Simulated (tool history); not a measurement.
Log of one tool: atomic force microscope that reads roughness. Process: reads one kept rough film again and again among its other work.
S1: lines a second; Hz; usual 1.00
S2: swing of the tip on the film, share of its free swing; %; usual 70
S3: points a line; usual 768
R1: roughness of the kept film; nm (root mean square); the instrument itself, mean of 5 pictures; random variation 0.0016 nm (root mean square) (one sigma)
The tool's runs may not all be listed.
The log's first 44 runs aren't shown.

run	hour	S1	S2	S3	R1
45	935.1	1.36	70	768	0.719
46	959.2	1.36	70	768	0.723
47	981.6	1.00	75	541	0.719
48	998.3	1.00	75	541	0.722
49	1024.2	1.00	64	457	0.743
50	1041.3	3.18	76	262	0.607
# hour 1043.6: new tip fitted
51	1066.4	3.18	76	262	0.613
52	1082.4	2.12	87	768	0.599

3 ways to go on from here, each from the tool as it stands after run 52. What would each give?
A	1103.6	1.00	88	768	?
B	1103.6	1.80	82	768	?
C	1103.6	1.08	87	836	?

run	R1
A	0.676
B	0.648
C	0.672
Without the tool's hidden state the same runs would have given:
run	R1
A	0.675
B	0.647
C	0.671
